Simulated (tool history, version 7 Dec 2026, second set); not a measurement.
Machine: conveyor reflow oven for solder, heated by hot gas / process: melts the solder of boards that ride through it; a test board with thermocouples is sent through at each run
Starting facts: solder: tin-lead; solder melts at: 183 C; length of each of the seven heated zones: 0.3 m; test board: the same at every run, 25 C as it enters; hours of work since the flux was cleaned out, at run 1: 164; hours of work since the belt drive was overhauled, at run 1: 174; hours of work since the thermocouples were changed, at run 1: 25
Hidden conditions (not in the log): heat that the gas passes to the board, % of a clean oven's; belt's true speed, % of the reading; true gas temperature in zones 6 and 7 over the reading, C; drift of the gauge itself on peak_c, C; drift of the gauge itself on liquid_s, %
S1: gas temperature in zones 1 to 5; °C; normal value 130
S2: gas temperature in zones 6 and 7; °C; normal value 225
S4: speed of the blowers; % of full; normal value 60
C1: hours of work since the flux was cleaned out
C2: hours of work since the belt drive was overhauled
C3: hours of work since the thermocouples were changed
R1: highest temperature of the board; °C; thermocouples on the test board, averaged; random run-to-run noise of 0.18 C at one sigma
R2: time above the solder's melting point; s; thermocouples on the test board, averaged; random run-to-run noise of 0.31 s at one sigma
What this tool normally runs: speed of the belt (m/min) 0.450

{"run": 1, "hour": 0.0, "S1": 130, "S2": 225, "speed of the belt (m/min)": 0.45, "S4": 60, "C1": 164, "C2": 174, "C3": 25, "R1": 207.1, "R2": 47.4}
{"run": 2, "hour": 10.4, "S1": 130, "S2": 225, "speed of the belt (m/min)": 0.45, "S4": 60, "C1": 169, "C2": 180, "C3": 30, "R1": 207.0, "R2": 47.7}
{"run": 3, "hour": 18.7, "S1": 130, "S2": 225, "speed of the belt (m/min)": 0.45, "S4": 60, "C1": 174, "C2": 184, "C3": 35, "R1": 207.1, "R2": 47.4}
{"run": 4, "hour": 25.9, "S1": 130, "S2": 225, "speed of the belt (m/min)": 0.45, "S4": 60, "C1": 178, "C2": 188, "C3": 39, "R1": 207.1, "R2": 47.1}
{"run": 5, "hour": 35.4, "S1": 130, "S2": 225, "speed of the belt (m/min)": 0.45, "S4": 60, "C1": 183, "C2": 193, "C3": 44, "R1": 207.0, "R2": 47.1}
{"run": 6, "hour": 44.5, "S1": 130, "S2": 225, "speed of the belt (m/min)": 0.45, "S4": 60, "C1": 187, "C2": 198, "C3": 48, "R1": 206.9, "R2": 47.2}
{"run": 7, "hour": 56.0, "S1": 130, "S2": 230, "speed of the belt (m/min)": 0.45, "S4": 60, "C1": 194, "C2": 204, "C3": 55, "R1": 211.4, "R2": 51.0}
{"run": 8, "hour": 64.2, "S1": 130, "S2": 230, "speed of the belt (m/min)": 0.45, "S4": 60, "C1": 198, "C2": 208, "C3": 59, "R1": 210.8, "R2": 51.3}
{"run": 9, "hour": 72.9, "S1": 130, "S2": 230, "speed of the belt (m/min)": 0.45, "S4": 60, "C1": 202, "C2": 213, "C3": 63, "R1": 211.2, "R2": 51.5}
{"run": 10, "hour": 86.4, "S1": 130, "S2": 230, "speed of the belt (m/min)": 0.45, "S4": 52, "C1": 210, "C2": 220, "C3": 71, "R1": 208.5, "R2": 47.9}
{"run": 11, "hour": 98.2, "S1": 130, "S2": 230, "speed of the belt (m/min)": 0.45, "S4": 52, "C1": 216, "C2": 226, "C3": 77, "R1": 208.6, "R2": 47.8}
{"run": 12, "hour": 111.4, "S1": 130, "S2": 230, "speed of the belt (m/min)": 0.45, "S4": 52, "C1": 223, "C2": 233, "C3": 84, "R1": 208.7, "R2": 47.9}
{"run": 13, "hour": 122.5, "S1": 130, "S2": 225, "speed of the belt (m/min)": 0.45, "S4": 60, "C1": 229, "C2": 239, "C3": 90, "R1": 206.9, "R2": 47.1}
{"run": 14, "hour": 134.3, "S1": 130, "S2": 225, "speed of the belt (m/min)": 0.45, "S4": 60, "C1": 235, "C2": 245, "C3": 96, "R1": 206.8, "R2": 47.5}
{"run": 15, "hour": 146.7, "S1": 130, "S2": 225, "speed of the belt (m/min)": 0.45, "S4": 60, "C1": 241, "C2": 252, "C3": 103, "R1": 207.0, "R2": 46.8}
{"run": 16, "hour": 157.3, "S1": 130, "S2": 230, "speed of the belt (m/min)": 0.45, "S4": 54, "C1": 247, "C2": 257, "C3": 108, "R1": 209.1, "R2": 49.0}
{"run": 17, "hour": 166.8, "S1": 130, "S2": 230, "speed of the belt (m/min)": 0.45, "S4": 54, "C1": 252, "C2": 262, "C3": 113, "R1": 209.2, "R2": 49.0}
{"run": 18, "hour": 175.6, "S1": 130, "S2": 230, "speed of the belt (m/min)": 0.45, "S4": 54, "C1": 257, "C2": 267, "C3": 118, "R1": 209.1, "R2": 49.0}
{"run": 19, "hour": 184.2, "S1": 137, "S2": 213, "speed of the belt (m/min)": 0.45, "S4": 54, "C1": 261, "C2": 272, "C3": 122, "R1": 196.4, "R2": 35.3}
{"run": 20, "hour": 194.5, "S1": 130, "S2": 216, "speed of the belt (m/min)": 0.381, "S4": 57, "C1": 267, "C2": 277, "C3": 128, "R1": 202.7, "R2": 52.3}
{"run": 21, "hour": 203.0, "S1": 130, "S2": 225, "speed of the belt (m/min)": 0.527, "S4": 52, "C1": 271, "C2": 282, "C3": 132, "R1": 198.4, "R2": 28.5}
{"run": 22, "hour": 210.5, "S1": 124, "S2": 225, "speed of the belt (m/min)": 0.425, "S4": 54, "C1": 275, "C2": 286, "C3": 136, "R1": 205.7, "R2": 46.6}
{"run": 23, "hour": 223.0, "S1": 124, "S2": 225, "speed of the belt (m/min)": 0.425, "S4": 54, "C1": 282, "C2": 292, "C3": 143, "R1": 205.5, "R2": 45.9}
{"run": 24, "hour": 232.1, "S1": 130, "S2": 225, "speed of the belt (m/min)": 0.475, "S4": 59, "C1": 287, "C2": 297, "C3": 148, "R1": 204.4, "R2": 41.0}
{"run": 25, "hour": 241.8, "S1": 130, "S2": 225, "speed of the belt (m/min)": 0.475, "S4": 59, "C1": 292, "C2": 302, "C3": 153, "R1": 204.5, "R2": 41.3}
{"run": 26, "hour": 252.5, "S1": 144, "S2": 233, "speed of the belt (m/min)": 0.475, "S4": 59, "C1": 297, "C2": 308, "C3": 158, "R1": 214.2, "R2": 55.7}
{"run": 27, "hour": 261.3, "S1": 117, "S2": 233, "speed of the belt (m/min)": 0.414, "S4": 60, "C1": 302, "C2": 312, "C3": 163, "R1": 214.4, "R2": 55.4}
{"run": 28, "hour": 273.3, "S1": 134, "S2": 214, "speed of the belt (m/min)": 0.414, "S4": 81, "C1": 308, "C2": 319, "C3": 169, "R1": 204.2, "R2": 52.4}
{"run": 29, "hour": 286.6, "S1": 134, "S2": 214, "speed of the belt (m/min)": 0.389, "S4": 58, "C1": 315, "C2": 326, "C3": 176, "R1": 201.9, "R2": 50.9}
{"run": 30, "hour": 298.1, "S1": 131, "S2": 225, "speed of the belt (m/min)": 0.455, "S4": 60, "C1": 321, "C2": 332, "C3": 183, "R1": 206.6, "R2": 45.9}

Predict each of these 5 candidate next runs independently; none follows another, all start after run 30:
{"run": "A", "hour": 307.6, "S1": 130, "S2": 226, "speed of the belt (m/min)": 0.399, "S4": 60, "C1": 327, "C2": 337, "C3": 188, "R1": "?", "R2": "?"}
{"run": "B", "hour": 307.6, "S1": 131, "S2": 225, "speed of the belt (m/min)": 0.413, "S4": 85, "C1": 327, "C2": 337, "C3": 188, "R1": "?", "R2": "?"}
{"run": "C", "hour": 307.6, "S1": 142, "S2": 214, "speed of the belt (m/min)": 0.45, "S4": 64, "C1": 327, "C2": 337, "C3": 188, "R1": "?", "R2": "?"}
{"run": "D", "hour": 307.6, "S1": 131, "S2": 229, "speed of the belt (m/min)": 0.367, "S4": 59, "C1": 327, "C2": 337, "C3": 188, "R1": "?", "R2": "?"}
{"run": "E", "hour": 307.6, "S1": 121, "S2": 232, "speed of the belt (m/min)": 0.39, "S4": 60, "C1": 327, "C2": 337, "C3": 188, "R1": "?", "R2": "?"}

run=A R1=211.2 R2=59.0
run=B R1=214.4 R2=62.2
run=C R1=200.6 R2=44.7
run=D R1=216.6 R2=71.3
run=E R1=215.9 R2=62.6
With the hidden condition removed and each run's random variation left untouched, the same runs would have given:
run=A R1=212.3 R2=60.5
run=B R1=215.6 R2=63.7
run=C R1=201.6 R2=46.7
run=D R1=217.6 R2=72.5
run=E R1=217.1 R2=64.1

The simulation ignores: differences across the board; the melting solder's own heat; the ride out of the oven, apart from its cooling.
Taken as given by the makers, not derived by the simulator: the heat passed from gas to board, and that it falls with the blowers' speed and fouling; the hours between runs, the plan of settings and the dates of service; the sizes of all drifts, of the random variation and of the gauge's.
